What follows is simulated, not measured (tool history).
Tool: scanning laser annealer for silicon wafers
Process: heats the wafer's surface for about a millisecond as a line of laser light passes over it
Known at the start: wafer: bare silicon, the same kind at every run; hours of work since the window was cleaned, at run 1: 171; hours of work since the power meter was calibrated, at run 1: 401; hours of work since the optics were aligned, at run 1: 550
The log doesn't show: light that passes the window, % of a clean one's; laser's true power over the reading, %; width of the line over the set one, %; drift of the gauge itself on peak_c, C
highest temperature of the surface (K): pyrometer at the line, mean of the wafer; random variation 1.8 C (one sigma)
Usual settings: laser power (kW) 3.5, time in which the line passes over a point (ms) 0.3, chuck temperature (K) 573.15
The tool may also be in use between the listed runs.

run     day  laser power (kW)  time in which the line passes over a point (ms)  chuck temperature (K)  hours of work since the window was cleaned  hours of work since the power meter was calibrated  hours of work since the optics were aligned  highest temperature of the surface (K)
  1       0               3.5                                              0.3                 573.15                                         171                                                 401                                          550                                 1250.15
  2   0.875             3.134                                              0.3                 573.15                                         183                                                 412                                          561                                 1157.15
  3   1.604             3.134                                              0.3                 573.15                                         193                                                 422                                          571                                 1158.15
  4   2.246             3.134                                              0.3                 573.15                                         201                                                 430                                          579                                 1156.15
  5   3.454             3.134                                              0.3                 573.15                                         217                                                 446                                          595                                 1155.15
  6   4.717             3.134                                              0.3                 573.15                                         234                                                 463                                          612                                 1152.15
  7   5.729               3.5                                              0.3                 599.15                                         247                                                 476                                          625                                 1271.15
  8   6.888               3.5                                              0.3                 599.15                                         262                                                 491                                          640                                 1270.15
  9   7.788               3.5                                              0.3                 599.15                                         274                                                 503                                          652                                 1270.15
 10   9.192               3.5                                              0.3                 573.15                                         292                                                 522                                          671                                 1241.15
 11   9.938               3.5                                              0.3                 573.15                                         302                                                 531                                          680                                 1240.15
 12    10.9               3.5                                              0.3                 543.15                                         315                                                 544                                          693                                 1211.15
 13  11.838               3.5                                              0.3                 543.15                                         327                                                 556                                          705                                 1208.15
 14  12.938             3.533                                              0.3                 543.15                                         342                                                 571                                          720                                 1217.15
     13.175  -- laser's power meter calibrated
 15  13.962               3.5                                              0.3                 556.15                                         354                                                  10                                          732                                 1220.15
     14.342  -- window over the wafer cleaned
 16  15.146               3.5                                              0.3                 573.15                                          11                                                  25                                          746                                 1262.15
 17  15.829               3.5                                              0.3                 573.15                                          20                                                  34                                          755                                 1264.15
 18  16.583               3.5                                              0.3                 573.15                                          30                                                  44                                          765                                 1261.15
 19  17.375               3.5                                              0.3                 573.15                                          40                                                  54                                          776                                 1259.15
 20  18.667               3.5                                              0.3                 573.15                                          57                                                  71                                          793                                 1261.15
 21  19.642               3.5                                            0.236                 573.15                                          70                                                  84                                          805                                 1179.15
       20.2  -- laser's power meter calibrated, once more
 22  20.629               3.5                                              0.3                 537.15                                          81                                                   6                                          817                                 1221.15
 23  21.425             3.612                                              0.3                 560.15                                          92                                                  16                                          827                                 1268.15
 24  22.612               3.5                                            0.316                 610.15                                         107                                                  32                                          843                                 1306.15
 25  23.242             3.372                                            0.245                 568.15                                         116                                                  40                                          851                                 1150.15
 26  24.383               3.5                                            0.243                 549.15                                         131                                                  55                                          866                                 1156.15
 27  25.025               3.5                                            0.243                 549.15                                         139                                                  64                                          875                                 1152.15
 28  26.358               3.5                                            0.379                 551.15                                         157                                                  81                                          892                                 1316.15
 29  27.488             3.598                                             0.23                 568.15                                         172                                                  96                                          907                                 1175.15
 30  28.642             3.598                                             0.23                 568.15                                         187                                                 111                                          922                                 1174.15
 31  29.492             3.598                                             0.23                 568.15                                         198                                                 122                                          934                                 1174.15
 32  30.333               3.1                                             0.23                 567.15                                         209                                                 133                                          945                                 1064.15
 33  31.525               3.5                                            0.271                 612.15                                         225                                                 149                                          960                                 1247.15
     32.858  -- optics aligned, line set to its width
 34  32.858               3.5                                            0.271                 612.15                                         239                                                 164                                            0                                 1251.15
 35  34.021             3.374                                            0.358                 573.15                                         255                                                 179                                           15                                 1275.15
 36   34.95              3.84                                            0.242                 573.15                                         267                                                 192                                           28                                 1250.15
 37  35.888             3.317                                             0.33                 538.15                                         279                                                 204                                           40                                 1192.15
 38  37.021             3.317                                             0.33                 538.15                                         294                                                 219                                           55                                 1192.15
 39  37.592               3.5                                            0.321                 573.15                                         302                                                 226                                           62                                 1261.15
 40  38.658             3.174                                             0.29                 550.15                                         316                                                 240                                           76                                 1124.15

Hidden state or all else? Some run-to-run changes of highest temperature of the surface (K), split into what the settings, what came in and random variation would give without the hidden state, and what is left for the hidden state (with any gauge scatter that isn't in both results):
Run 15 -> 16: chuck temperature (K) 556.15 -> 573.15, window over the wafer cleaned. highest temperature of the surface (K) +42: hidden state +30, all else +12.
Run 24 -> 25: laser power (kW) 3.5 -> 3.372, time in which the line passes over a point (ms) 0.316 -> 0.245, chuck temperature (K) 610.15 -> 568.15. highest temperature of the surface (K) -156: hidden state +3, all else -159.
Run 27 -> 28: time in which the line passes over a point (ms) 0.243 -> 0.379, chuck temperature (K) 549.15 -> 551.15. highest temperature of the surface (K) +164: hidden state -8, all else +172.
Run 32 -> 33: laser power (kW) 3.1 -> 3.5, time in which the line passes over a point (ms) 0.23 -> 0.271, chuck temperature (K) 567.15 -> 612.15. highest temperature of the surface (K) +183: hidden state -8, all else +191.

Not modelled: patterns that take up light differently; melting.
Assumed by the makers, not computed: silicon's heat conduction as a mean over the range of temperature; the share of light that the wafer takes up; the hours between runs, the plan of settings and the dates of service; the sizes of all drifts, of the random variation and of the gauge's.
